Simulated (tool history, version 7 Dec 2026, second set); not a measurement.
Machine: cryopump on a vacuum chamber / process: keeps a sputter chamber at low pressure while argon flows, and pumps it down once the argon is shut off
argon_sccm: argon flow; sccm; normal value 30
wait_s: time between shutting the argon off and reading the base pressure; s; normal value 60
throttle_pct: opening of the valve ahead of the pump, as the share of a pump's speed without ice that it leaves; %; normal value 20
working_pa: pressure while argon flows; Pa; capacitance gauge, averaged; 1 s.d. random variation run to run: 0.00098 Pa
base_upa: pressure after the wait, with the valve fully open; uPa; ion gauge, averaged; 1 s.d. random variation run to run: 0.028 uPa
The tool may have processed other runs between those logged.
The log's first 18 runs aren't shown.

run   hour  argon_sccm  wait_s  throttle_pct  working_pa  base_upa
 19  208.6          30      60            58      0.0767      2.92
 20  219.4          15      60            20      0.1063      2.94
 21  227.4          15      60            20       0.108      2.92
 22  240.2          32      20            20      0.2291      5.16
 23  254.2          32      20            20      0.2283       5.2
 24  264.2          28     144            20      0.1994      2.34
 25    279          30      86            53      0.0842      2.65
 26  291.4          27      27            36      0.1096      4.35
 27  300.3          27      27            36      0.1098      4.42
 28  308.6          16     267            35      0.0667      2.23
 29  321.4          58     267            35      0.2416      2.15
 30  333.9          58     267            35      0.2406      2.17
 31  350.9          37      69            24      0.2239      3.01
 32  366.9          37      69            30      0.1787         3

Run 33 comes next. What will it give?
 33  381.6          15      69            29           ?         ?

working_pa: 0.0752 Pa
base_upa: 3.02 uPa
With no hidden state in the tool, this same run would have given working_pa 0.0732 Pa, base_upa 1.23 uPa.
